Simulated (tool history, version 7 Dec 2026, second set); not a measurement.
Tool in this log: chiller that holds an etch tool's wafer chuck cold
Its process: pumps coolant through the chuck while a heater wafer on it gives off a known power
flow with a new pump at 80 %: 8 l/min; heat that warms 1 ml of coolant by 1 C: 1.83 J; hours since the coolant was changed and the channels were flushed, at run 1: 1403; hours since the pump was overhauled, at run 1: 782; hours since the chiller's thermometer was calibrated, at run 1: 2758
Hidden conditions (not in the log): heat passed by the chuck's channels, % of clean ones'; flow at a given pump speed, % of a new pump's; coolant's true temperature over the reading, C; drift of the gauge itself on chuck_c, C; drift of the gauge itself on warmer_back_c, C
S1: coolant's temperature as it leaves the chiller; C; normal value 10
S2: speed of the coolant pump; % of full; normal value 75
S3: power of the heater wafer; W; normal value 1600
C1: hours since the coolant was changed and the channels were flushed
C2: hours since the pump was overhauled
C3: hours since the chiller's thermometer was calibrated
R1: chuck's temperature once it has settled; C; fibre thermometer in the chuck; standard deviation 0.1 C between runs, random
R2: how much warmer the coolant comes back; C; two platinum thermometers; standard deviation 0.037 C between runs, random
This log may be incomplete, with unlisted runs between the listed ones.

Run 1, day 0.000: usual settings; C1 1403; C2 782; C3 2758. Result: R1 22.5 C, R2 7.16 C.
Run 2, day 2.304: usual settings; C1 1459; C2 838; C3 2813. Result: R1 22.5 C, R2 7.14 C.
Run 3, day 4.754: usual settings; C1 1517; C2 896; C3 2872. Result: R1 22.6 C, R2 7.18 C.
Run 4, day 8.833: usual settings; C1 1615; C2 994; C3 2970. Result: R1 22.6 C, R2 7.19 C.
Run 5, day 12.488: usual settings; C1 1703; C2 1082; C3 3057. Result: R1 22.6 C, R2 7.20 C.
Run 6, day 16.762: usual settings but S3 2128 W; C1 1806; C2 1185; C3 3160. Result: R1 26.9 C, R2 9.54 C.
Run 7, day 19.567: usual settings but S3 2128 W; C1 1873; C2 1252; C3 3227. Result: R1 27.1 C, R2 9.61 C.
Run 8, day 22.975: usual settings but S3 2128 W; C1 1955; C2 1334; C3 3309. Result: R1 27.0 C, R2 9.60 C.
Run 9, day 27.367: usual settings but S3 2272 W; C1 2060; C2 1439; C3 3415. Result: R1 28.3 C, R2 10.28 C.
Run 10, day 31.283: usual settings but S3 2272 W; C1 2154; C2 1533; C3 3509. Result: R1 28.3 C, R2 10.36 C.
Run 11, day 35.338: usual settings but S3 2272 W; C1 2251; C2 1630; C3 3606. Result: R1 28.7 C, R2 10.41 C.
Run 12, day 39.721: usual settings but S3 2272 W; C1 2357; C2 1736; C3 3711. Result: R1 28.4 C, R2 10.34 C.
Run 13, day 42.983: usual settings; C1 2435; C2 1814; C3 3789. Result: R1 23.0 C, R2 7.35 C.
Run 14, day 46.650: usual settings but S3 1244 W; C1 2523; C2 1902; C3 3877. Result: R1 20.1 C, R2 5.68 C.
Run 15, day 49.808: usual settings but S3 1244 W; C1 2599; C2 1978; C3 3953. Result: R1 20.3 C, R2 5.69 C.
Run 16, day 52.846: usual settings; C1 2672; C2 2051; C3 4026. Result: R1 23.0 C, R2 7.35 C.
Run 17, day 55.058: usual settings but S2 96 % of full, S3 1282 W; C1 2725; C2 2104; C3 4079. Result: R1 18.0 C, R2 4.50 C.

Run 18 comes next. What will it give?
Run 18, day 58.125: usual settings but S2 70 % of full, S3 1852 W; C1 2798; C2 2177; C3 4153. Result: R1 ?, R2 ?.

{"run 18": {"R1": 26.3, "R2": 9.27}}
Minus the tool's unlogged condition, the same run would have read R1 25.4 C, R2 8.78 C.
